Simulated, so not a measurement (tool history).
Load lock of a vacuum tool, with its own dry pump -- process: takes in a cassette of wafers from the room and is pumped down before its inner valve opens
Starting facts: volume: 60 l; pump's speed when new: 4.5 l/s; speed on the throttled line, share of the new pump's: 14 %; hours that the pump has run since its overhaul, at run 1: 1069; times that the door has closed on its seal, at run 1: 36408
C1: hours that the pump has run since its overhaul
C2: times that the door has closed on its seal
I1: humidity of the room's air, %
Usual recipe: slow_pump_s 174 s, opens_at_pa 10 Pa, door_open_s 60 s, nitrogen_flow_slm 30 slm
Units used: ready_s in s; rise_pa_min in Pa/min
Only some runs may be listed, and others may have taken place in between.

Run 1, day 0: usual settings; C1 1069; C2 36408; I1 45.5. Result: ready_s 276.9 s, rise_pa_min 0.178 Pa/min.
Run 2, day 3.542: usual settings but opens_at_pa 8 Pa; C1 1154; C2 36627; I1 43.6. Result: ready_s 279.8 s, rise_pa_min 0.182 Pa/min.
Run 3, day 6.538: usual settings but opens_at_pa 8 Pa; C1 1226; C2 36813; I1 43.9. Result: ready_s 278.7 s, rise_pa_min 0.177 Pa/min.
Run 4, day 10.812: usual settings but opens_at_pa 8 Pa; C1 1329; C2 37077; I1 43.8. Result: ready_s 281.1 s, rise_pa_min 0.179 Pa/min.
Run 5, day 15.704: usual settings but opens_at_pa 8 Pa; C1 1446; C2 37380; I1 41.9. Result: ready_s 277.7 s, rise_pa_min 0.181 Pa/min.
Run 6, day 18.142: usual settings but opens_at_pa 8 Pa; C1 1505; C2 37531; I1 46.7. Result: ready_s 278.7 s, rise_pa_min 0.19 Pa/min.
Run 7, day 21.129: usual settings but opens_at_pa 8 Pa; C1 1577; C2 37716; I1 43.9. Result: ready_s 278.8 s, rise_pa_min 0.183 Pa/min.
Run 8, day 24.758: usual settings; C1 1664; C2 37941; I1 47.4. Result: ready_s 277.1 s, rise_pa_min 0.193 Pa/min.
Run 9, day 28.354: usual settings; C1 1750; C2 38163; I1 47.9. Result: ready_s 277.7 s, rise_pa_min 0.188 Pa/min.
Run 10, day 31.029: usual settings; C1 1814; C2 38329; I1 45.7. Result: ready_s 278.9 s, rise_pa_min 0.199 Pa/min.
Run 11, day 34.625: usual settings; C1 1901; C2 38552; I1 43.1. Result: ready_s 274.8 s, rise_pa_min 0.188 Pa/min.
Run 12, day 39.483: usual settings; C1 2017; C2 38852; I1 46.1. Result: ready_s 275.1 s, rise_pa_min 0.203 Pa/min.
Run 13, day 41.767: usual settings; C1 2072; C2 38994; I1 44.7. Result: ready_s 274.9 s, rise_pa_min 0.196 Pa/min.
Run 14, day 45.804: usual settings; C1 2169; C2 39244; I1 42.4. Result: ready_s 275.4 s, rise_pa_min 0.205 Pa/min.
Run 15, day 50.583: usual settings; C1 2284; C2 39540; I1 47.9. Result: ready_s 273.9 s, rise_pa_min 0.195 Pa/min.
Run 16, day 54.183: usual settings; C1 2370; C2 39762; I1 43.2. Result: ready_s 275.6 s, rise_pa_min 0.199 Pa/min.
Run 17, day 58.425: usual settings; C1 2472; C2 40025; I1 46.4. Result: ready_s 276.7 s, rise_pa_min 0.207 Pa/min.
Run 18, day 62.196: usual settings; C1 2562; C2 40258; I1 44.7. Result: ready_s 280 s, rise_pa_min 0.205 Pa/min.
Run 19, day 64.538: usual settings; C1 2618; C2 40404; I1 48.6. Result: ready_s 276.3 s, rise_pa_min 0.214 Pa/min.
Run 20, day 66.717: usual settings but slow_pump_s 162 s, opens_at_pa 13 Pa, door_open_s 237 s, nitrogen_flow_slm 31 slm; C1 2671; C2 40538; I1 45.2. Result: ready_s 261.1 s, rise_pa_min 0.22 Pa/min.
Run 21, day 69.479: usual settings but slow_pump_s 259 s; C1 2737; C2 40709; I1 44.4. Result: ready_s 349.2 s, rise_pa_min 0.203 Pa/min.
Run 22, day 72.992: usual settings but opens_at_pa 8 Pa, door_open_s 29 s; C1 2821; C2 40927; I1 43.9. Result: ready_s 282.9 s, rise_pa_min 0.212 Pa/min.
Run 23, day 75.992: usual settings but slow_pump_s 254 s, opens_at_pa 7 Pa, door_open_s 29 s, nitrogen_flow_slm 23 slm; C1 2893; C2 41113; I1 42.2. Result: ready_s 349.5 s, rise_pa_min 0.211 Pa/min.
Run 24, day 80.917: usual settings but slow_pump_s 254 s, opens_at_pa 7 Pa, door_open_s 29 s, nitrogen_flow_slm 23 slm; C1 3011; C2 41417; I1 43.2. Result: ready_s 349.4 s, rise_pa_min 0.211 Pa/min.

What does the tool deliver on the next run?
Run 25, day 85.55: usual settings but slow_pump_s 254 s, opens_at_pa 7 Pa, door_open_s 29 s, nitrogen_flow_slm 23 slm; C1 3123; C2 41704; I1 45.5. Result: ready_s ?, rise_pa_min ?.

ready_s: 346.5 s
rise_pa_min: 0.218 Pa/min
The same run, on a tool lacking any hidden state, would have yielded ready_s 344.3 s, rise_pa_min 0.011 Pa/min.
